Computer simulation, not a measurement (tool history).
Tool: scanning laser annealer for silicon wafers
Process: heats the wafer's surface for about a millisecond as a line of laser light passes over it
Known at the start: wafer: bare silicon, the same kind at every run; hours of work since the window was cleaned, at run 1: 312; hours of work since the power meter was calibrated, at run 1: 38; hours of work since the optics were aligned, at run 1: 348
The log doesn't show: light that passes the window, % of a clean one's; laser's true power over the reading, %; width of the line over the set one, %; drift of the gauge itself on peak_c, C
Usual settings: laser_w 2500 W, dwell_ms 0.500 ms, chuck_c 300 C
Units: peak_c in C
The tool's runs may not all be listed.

run	hour	laser_w	dwell_ms	chuck_c	hours of work since the window was cleaned	hours of work since the power meter was calibrated	hours of work since the optics were aligned	peak_c
1	0.0	2500	0.500	300	312	38	348	1072
2	5.4	2132	0.500	300	316	42	352	948
3	13.1	2132	0.500	300	321	47	357	948
4	21.0	2132	0.500	300	326	52	362	947
5	26.2	2500	0.500	261	329	55	365	1037
6	36.0	2500	0.500	261	336	62	372	1036
7	44.3	2500	0.519	300	341	67	377	1089
8	54.4	2500	0.425	300	348	74	384	1007
9	59.6	2500	0.425	300	351	77	387	1010
10	68.8	2500	0.425	300	357	83	393	1007
11	77.1	2500	0.425	300	363	89	399	1006
12	84.2	2500	0.445	300	367	93	404	1026
13	91.0	2500	0.500	300	372	98	408	1076
14	101.0	2500	0.500	300	378	104	415	1074
15	109.4	2500	0.394	300	384	110	420	979
16	119.5	2500	0.394	300	391	116	427	974
17	123.8	2500	0.500	300	393	119	430	1073
18	132.0	2500	0.500	321	399	125	435	1093
19	139.5	2500	0.500	321	404	130	440	1096
20	149.2	2500	0.500	321	410	136	446	1093
21	156.7	2500	0.500	321	415	141	451	1094
22	166.5	2500	0.406	283	421	147	458	969
23	176.4	2466	0.500	300	428	154	464	1063
# hour 179.0: window over the wafer cleaned
24	186.9	2487	0.420	335	5	159	470	1033
25	195.2	2672	0.602	300	11	165	475	1230
26	204.8	2672	0.602	300	17	171	481	1226
27	209.3	2672	0.602	300	20	174	484	1229
28	219.1	2414	0.405	323	26	181	491	983
29	228.6	2677	0.405	322	33	187	497	1064
30	237.0	2677	0.405	322	38	192	503	1065
31	245.9	2545	0.449	333	44	198	508	1077
32	256.1	2545	0.449	333	51	205	515	1078
33	265.6	2545	0.449	333	57	211	521	1078
34	271.3	2545	0.449	333	61	215	525	1079
35	279.6	2545	0.449	333	66	220	530	1078
36	287.4	2388	0.449	333	71	225	536	1024
37	295.2	2127	0.400	266	76	230	541	835
38	299.6	2623	0.400	335	79	233	544	1060
39	304.8	2429	0.454	273	83	237	547	983
40	312.5	2496	0.454	334	88	242	552	1069

Some steps in peak_c between neighbouring runs. How much of each would the tool show without its hidden state too (settings, what came in, random variation), and how much is left for the hidden state, with any gauge scatter that isn't in both results?
Run 2 -> 3: no setting changed, nothing entered. peak_c +0 C: hidden state +1, all else -1.
Run 3 -> 4: no setting changed, nothing entered. peak_c -1 C: hidden state -1, all else +0.
Run 23 -> 24: laser_w 2466 -> 2487, dwell_ms 0.500 -> 0.420, chuck_c 300 -> 335, window over the wafer cleaned. peak_c -30 C: hidden state +2, all else -32.
Run 24 -> 25: laser_w 2487 -> 2672, dwell_ms 0.420 -> 0.602, chuck_c 335 -> 300. peak_c +197 C: hidden state +1, all else +196.
Run 27 -> 28: laser_w 2672 -> 2414, dwell_ms 0.602 -> 0.405, chuck_c 300 -> 323. peak_c -246 C: hidden state +0, all else -246.
Run 37 -> 38: laser_w 2127 -> 2623, chuck_c 266 -> 335. peak_c +225 C: hidden state +0, all else +225.
